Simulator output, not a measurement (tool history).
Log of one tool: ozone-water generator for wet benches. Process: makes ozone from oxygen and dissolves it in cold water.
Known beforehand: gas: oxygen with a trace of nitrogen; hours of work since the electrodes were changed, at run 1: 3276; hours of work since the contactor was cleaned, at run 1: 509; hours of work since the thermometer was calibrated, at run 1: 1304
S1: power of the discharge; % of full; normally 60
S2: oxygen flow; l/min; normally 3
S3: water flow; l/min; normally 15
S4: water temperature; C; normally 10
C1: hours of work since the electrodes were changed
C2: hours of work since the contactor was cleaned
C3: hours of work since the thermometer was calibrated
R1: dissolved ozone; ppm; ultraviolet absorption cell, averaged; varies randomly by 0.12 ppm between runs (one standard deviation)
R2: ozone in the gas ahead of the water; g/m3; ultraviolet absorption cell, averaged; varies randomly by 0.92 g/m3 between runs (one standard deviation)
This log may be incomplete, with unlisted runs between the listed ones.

run    hour  S1  S2  S3  S4    C1    C2    C3    R1     R2
  1       0  60   3  15  10  3276   509  1304  11.7  155.4
  2   106.7  60   3  15  10  3354   587  1382  11.5  155.4
  3   226.1  60   3  15  10  3442   674  1469  11.7  155.1
  4   371.9  60   3  15  10  3548   781  1575  11.7  152.3
  5   546.5  60   3  15  10  3676   909  1703  11.7  153.9
  6   637.9  60   3  15  10  3743   976  1770  11.8  155.7
  7   835.7  60   3  15  10  3887  1120  1915  11.7  152.4
  8   951.3  60   3  15   7  3972  1205  1999    12  154.4
  9  1158.5  60   3  15  10  4123  1356  2151  11.8  151.6
 10  1302.8  60   3  15  10  4229  1462  2256  11.5    153
 11  1435.2  60   3  15  10  4326  1558  2353  11.7  152.6
 12  1595.6  60   3  15  10  4443  1676  2470  11.8  152.7
 13  1781.4  60   3  15  10  4579  1812  2606  11.6  152.4
 14  1961.5  60   3  15  10  4710  1943  2738  11.8  151.7
 15    2052  60   3  15  10  4777  2009  2804  11.5  152.4
 16  2231.2  41   3  15  10  4908  2140  2935   8.3  105.9
 17    2330  41   3  15  10  4980  2213  3007   8.1  107.6
 18  2452.9  60   3  11  10  5070  2303  3097  16.2    151

Estimate the outcome of run 19 from the log above:
 19  2554.6  55  3.89   9   9  5144  2377  3171   ?   ?

R1: 18.9 ppm
R2: 124.5 g/m3
Had the tool carried no hidden state, the very same run would have given R1 18.9 ppm, R2 127.4 g/m3.

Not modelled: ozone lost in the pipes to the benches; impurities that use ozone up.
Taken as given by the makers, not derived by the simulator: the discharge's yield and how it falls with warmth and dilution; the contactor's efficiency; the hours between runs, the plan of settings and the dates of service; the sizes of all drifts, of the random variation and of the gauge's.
